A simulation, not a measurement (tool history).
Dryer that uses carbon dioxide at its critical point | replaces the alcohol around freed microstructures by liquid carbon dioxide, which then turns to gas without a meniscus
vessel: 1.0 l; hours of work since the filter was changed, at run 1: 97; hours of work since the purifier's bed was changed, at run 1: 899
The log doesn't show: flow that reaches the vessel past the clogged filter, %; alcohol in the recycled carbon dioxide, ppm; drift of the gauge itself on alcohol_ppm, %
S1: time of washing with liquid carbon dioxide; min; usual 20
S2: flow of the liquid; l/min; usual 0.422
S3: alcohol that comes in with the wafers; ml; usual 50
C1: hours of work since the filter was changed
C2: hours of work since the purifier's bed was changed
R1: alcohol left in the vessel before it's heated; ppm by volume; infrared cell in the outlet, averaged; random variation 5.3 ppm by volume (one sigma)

{"run": 1, "day": 0.0, "S1": 20, "S2": 0.422, "S3": 50, "C1": 97, "C2": 899, "R1": 220}
{"run": 2, "day": 1.154, "S1": 20, "S2": 0.422, "S3": 50, "C1": 120, "C2": 921, "R1": 223}
{"run": 3, "day": 2.342, "S1": 14, "S2": 0.422, "S3": 50, "C1": 142, "C2": 943, "R1": 923}
{"run": 4, "day": 3.479, "S1": 20, "S2": 0.422, "S3": 50, "C1": 164, "C2": 965, "R1": 230}
{"run": 5, "day": 4.808, "S1": 15, "S2": 0.422, "S3": 50, "C1": 190, "C2": 991, "R1": 774}
{"run": 6, "day": 5.729, "S1": 20, "S2": 0.422, "S3": 50, "C1": 207, "C2": 1008, "R1": 267}
{"run": 7, "day": 6.404, "S1": 20, "S2": 0.422, "S3": 50, "C1": 220, "C2": 1021, "R1": 252}
{"day": 6.883, "done": "inlet filter changed"}
{"run": 8, "day": 7.121, "S1": 20, "S2": 0.422, "S3": 50, "C1": 5, "C2": 1034, "R1": 219}
{"run": 9, "day": 7.817, "S1": 20, "S2": 0.422, "S3": 30, "C1": 18, "C2": 1047, "R1": 182}
{"run": 10, "day": 8.446, "S1": 20, "S2": 0.422, "S3": 30, "C1": 30, "C2": 1059, "R1": 172}
{"run": 11, "day": 9.408, "S1": 20, "S2": 0.422, "S3": 30, "C1": 48, "C2": 1078, "R1": 177}
{"day": 9.758, "done": "purifier's bed changed"}
{"run": 12, "day": 10.558, "S1": 20, "S2": 0.422, "S3": 30, "C1": 68, "C2": 15, "R1": 92}
{"run": 13, "day": 11.242, "S1": 20, "S2": 0.422, "S3": 50, "C1": 81, "C2": 28, "R1": 134}
{"run": 14, "day": 12.229, "S1": 20, "S2": 0.422, "S3": 50, "C1": 100, "C2": 47, "R1": 146}
{"run": 15, "day": 13.017, "S1": 20, "S2": 0.422, "S3": 50, "C1": 115, "C2": 62, "R1": 148}
{"run": 16, "day": 14.271, "S1": 20, "S2": 0.422, "S3": 50, "C1": 139, "C2": 86, "R1": 148}
{"run": 17, "day": 15.383, "S1": 20, "S2": 0.422, "S3": 50, "C1": 160, "C2": 108, "R1": 160}
{"run": 18, "day": 16.029, "S1": 20, "S2": 0.422, "S3": 50, "C1": 173, "C2": 120, "R1": 166}
{"run": 19, "day": 17.225, "S1": 20, "S2": 0.422, "S3": 50, "C1": 196, "C2": 143, "R1": 170}
{"run": 20, "day": 17.9, "S1": 20, "S2": 0.376, "S3": 25, "C1": 209, "C2": 156, "R1": 169}
{"day": 18.9, "done": "inlet filter changed"}
{"run": 21, "day": 18.9, "S1": 24, "S2": 0.611, "S3": 112, "C1": 0, "C2": 174, "R1": 28}
{"run": 22, "day": 19.529, "S1": 24, "S2": 0.611, "S3": 112, "C1": 12, "C2": 186, "R1": 22}
{"run": 23, "day": 20.542, "S1": 16, "S2": 0.611, "S3": 23, "C1": 31, "C2": 206, "R1": 50}
{"run": 24, "day": 21.654, "S1": 18, "S2": 0.341, "S3": 50, "C1": 53, "C2": 227, "R1": 656}
{"run": 25, "day": 22.375, "S1": 13, "S2": 0.344, "S3": 50, "C1": 67, "C2": 241, "R1": 2152}
{"run": 26, "day": 23.104, "S1": 31, "S2": 0.344, "S3": 50, "C1": 81, "C2": 255, "R1": 51}
{"run": 27, "day": 24.371, "S1": 20, "S2": 0.385, "S3": 56, "C1": 105, "C2": 279, "R1": 283}
{"run": 28, "day": 25.696, "S1": 13, "S2": 0.474, "S3": 50, "C1": 130, "C2": 304, "R1": 736}
{"run": 29, "day": 26.433, "S1": 13, "S2": 0.474, "S3": 50, "C1": 144, "C2": 318, "R1": 759}
{"run": 30, "day": 27.617, "S1": 20, "S2": 0.363, "S3": 79, "C1": 167, "C2": 341, "R1": 593}
{"run": 31, "day": 28.838, "S1": 19, "S2": 0.422, "S3": 114, "C1": 190, "C2": 365, "R1": 505}
{"run": 32, "day": 29.588, "S1": 26, "S2": 0.354, "S3": 47, "C1": 205, "C2": 379, "R1": 117}
{"day": 30.854, "done": "inlet filter changed"}
{"run": 33, "day": 30.854, "S1": 32, "S2": 0.359, "S3": 21, "C1": 0, "C2": 402, "R1": 53}
{"run": 34, "day": 31.858, "S1": 32, "S2": 0.359, "S3": 21, "C1": 19, "C2": 422, "R1": 44}
{"run": 35, "day": 33.1, "S1": 15, "S2": 0.329, "S3": 21, "C1": 43, "C2": 445, "R1": 667}
{"run": 36, "day": 33.829, "S1": 30, "S2": 0.311, "S3": 76, "C1": 57, "C2": 459, "R1": 140}
{"run": 37, "day": 34.833, "S1": 20, "S2": 0.663, "S3": 74, "C1": 76, "C2": 479, "R1": 49}

Forecast each of these 5 alternatives for the next run:
{"run": "A", "day": 35.738, "S1": 19, "S2": 0.546, "S3": 62, "C1": 94, "C2": 496, "R1": "?"}
{"run": "B", "day": 35.738, "S1": 20, "S2": 0.663, "S3": 41, "C1": 94, "C2": 496, "R1": "?"}
{"run": "C", "day": 35.738, "S1": 15, "S2": 0.663, "S3": 74, "C1": 94, "C2": 496, "R1": "?"}
{"run": "D", "day": 35.738, "S1": 14, "S2": 0.422, "S3": 50, "C1": 94, "C2": 496, "R1": "?"}
{"run": "E", "day": 35.738, "S1": 12, "S2": 0.663, "S3": 45, "C1": 94, "C2": 496, "R1": "?"}

run=A R1=97
run=B R1=51
run=C R1=122
run=D R1=836
run=E R1=229
Without the tool's hidden state the same runs would have given:
run=A R1=47
run=B R1=7
run=C R1=70
run=D R1=721
run=E R1=163
